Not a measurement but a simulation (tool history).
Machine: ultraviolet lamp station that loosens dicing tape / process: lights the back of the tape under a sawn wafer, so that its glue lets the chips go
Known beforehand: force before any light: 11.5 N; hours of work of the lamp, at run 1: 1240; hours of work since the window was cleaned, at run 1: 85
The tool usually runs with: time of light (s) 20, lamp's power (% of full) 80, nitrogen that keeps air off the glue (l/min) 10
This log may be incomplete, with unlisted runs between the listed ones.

| run | hour | time of light (s) | lamp's power (% of full) | nitrogen that keeps air off the glue (l/min) | hours of work of the lamp | hours of work since the window was cleaned | force that peels the tape off (N) | light that reached the tape (mJ/cm2) |
|---|---|---|---|---|---|---|---|---|
| 1 | 0.0 | 20 | 80 | 10 | 1240 | 85 | 0.556 | 571 |
| 2 | 32.6 | 20 | 80 | 5 | 1256 | 102 | 1.097 | 574 |
| 3 | 97.6 | 20 | 80 | 5 | 1289 | 135 | 1.082 | 583 |
| 4 | 146.5 | 20 | 80 | 5 | 1314 | 160 | 1.052 | 577 |
| 5 | 211.4 | 20 | 90 | 5 | 1347 | 192 | 0.861 | 645 |
| 6 | 257.9 | 20 | 80 | 10 | 1370 | 216 | 0.565 | 578 |
| 7 | 301.4 | 20 | 79 | 10 | 1392 | 238 | 0.565 | 572 |
| 8 | 355.6 | 20 | 79 | 10 | 1420 | 265 | 0.561 | 573 |
| 9 | 394.7 | 20 | 79 | 10 | 1440 | 285 | 0.585 | 568 |

Forecast run 10:
| 10 | 428.7 | 30 | 79 | 10 | 1457 | 302 | ? | ? |

force that peels the tape off (N): 0.279
light that reached the tape (mJ/cm2): 854
Were there no unlogged condition in the tool, this run, its random variation unchanged, would have produced force that peels the tape off (N) 0.278, light that reached the tape (mJ/cm2) 856.
